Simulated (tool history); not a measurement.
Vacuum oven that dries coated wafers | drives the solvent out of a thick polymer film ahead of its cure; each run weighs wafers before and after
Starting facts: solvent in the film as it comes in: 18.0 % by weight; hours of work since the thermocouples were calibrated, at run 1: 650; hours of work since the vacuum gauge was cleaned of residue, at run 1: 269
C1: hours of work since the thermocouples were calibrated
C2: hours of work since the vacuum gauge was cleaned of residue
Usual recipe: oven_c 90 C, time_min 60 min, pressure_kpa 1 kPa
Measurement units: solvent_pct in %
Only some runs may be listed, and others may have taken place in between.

{"run": 1, "day": 0.0, "oven_c": 90, "time_min": 60, "pressure_kpa": 1, "C1": 650, "C2": 269, "solvent_pct": 3.07}
{"run": 2, "day": 0.779, "oven_c": 90, "time_min": 60, "pressure_kpa": 2.08, "C1": 660, "C2": 278, "solvent_pct": 4}
{"run": 3, "day": 2.288, "oven_c": 90, "time_min": 60, "pressure_kpa": 2.08, "C1": 678, "C2": 297, "solvent_pct": 4.01}
{"run": 4, "day": 3.875, "oven_c": 90, "time_min": 60, "pressure_kpa": 2.08, "C1": 698, "C2": 316, "solvent_pct": 4.03}
{"run": 5, "day": 5.067, "oven_c": 90, "time_min": 60, "pressure_kpa": 2.08, "C1": 712, "C2": 331, "solvent_pct": 3.86}
{"run": 6, "day": 6.504, "oven_c": 90, "time_min": 60, "pressure_kpa": 1, "C1": 730, "C2": 348, "solvent_pct": 3.18}
{"run": 7, "day": 8.05, "oven_c": 90, "time_min": 106, "pressure_kpa": 1, "C1": 749, "C2": 367, "solvent_pct": 1.44}
{"run": 8, "day": 8.971, "oven_c": 90, "time_min": 106, "pressure_kpa": 3.32, "C1": 760, "C2": 378, "solvent_pct": 3.55}
{"run": 9, "day": 9.683, "oven_c": 90, "time_min": 106, "pressure_kpa": 3.32, "C1": 769, "C2": 387, "solvent_pct": 3.57}
{"run": 10, "day": 10.579, "oven_c": 90, "time_min": 106, "pressure_kpa": 3.32, "C1": 780, "C2": 398, "solvent_pct": 3.71}
{"run": 11, "day": 11.488, "oven_c": 90, "time_min": 60, "pressure_kpa": 1, "C1": 791, "C2": 409, "solvent_pct": 3.1}
{"run": 12, "day": 12.767, "oven_c": 90, "time_min": 60, "pressure_kpa": 1, "C1": 806, "C2": 425, "solvent_pct": 3.27}
{"run": 13, "day": 13.554, "oven_c": 90, "time_min": 84, "pressure_kpa": 1, "C1": 816, "C2": 434, "solvent_pct": 1.92}
{"run": 14, "day": 14.821, "oven_c": 90, "time_min": 60, "pressure_kpa": 1, "C1": 831, "C2": 450, "solvent_pct": 3.18}
{"run": 15, "day": 16.342, "oven_c": 90, "time_min": 60, "pressure_kpa": 1, "C1": 850, "C2": 468, "solvent_pct": 3.09}
{"run": 16, "day": 17.579, "oven_c": 90, "time_min": 60, "pressure_kpa": 1, "C1": 865, "C2": 483, "solvent_pct": 3.1}
{"run": 17, "day": 18.962, "oven_c": 101, "time_min": 42, "pressure_kpa": 2.18, "C1": 882, "C2": 500, "solvent_pct": 3.11}
{"run": 18, "day": 20.379, "oven_c": 101, "time_min": 42, "pressure_kpa": 2.18, "C1": 899, "C2": 517, "solvent_pct": 2.99}
{"run": 19, "day": 21.433, "oven_c": 101, "time_min": 42, "pressure_kpa": 2.18, "C1": 912, "C2": 530, "solvent_pct": 3.12}
{"run": 20, "day": 22.996, "oven_c": 94, "time_min": 57, "pressure_kpa": 3.12, "C1": 931, "C2": 549, "solvent_pct": 4.19}
{"run": 21, "day": 24.396, "oven_c": 94, "time_min": 57, "pressure_kpa": 1.65, "C1": 948, "C2": 566, "solvent_pct": 3.13}
{"run": 22, "day": 25.8, "oven_c": 87, "time_min": 60, "pressure_kpa": 1, "C1": 965, "C2": 584, "solvent_pct": 3.82}

Run 23 has not been measured yet. What should we expect?
{"run": 23, "day": 27.058, "oven_c": 98, "time_min": 57, "pressure_kpa": 1.22, "C1": 981, "C2": 599, "solvent_pct": "?"}

{"run 23": {"solvent_pct": 2.01}}
The same run, on a tool lacking any hidden state, would have yielded solvent_pct 1.7 %.
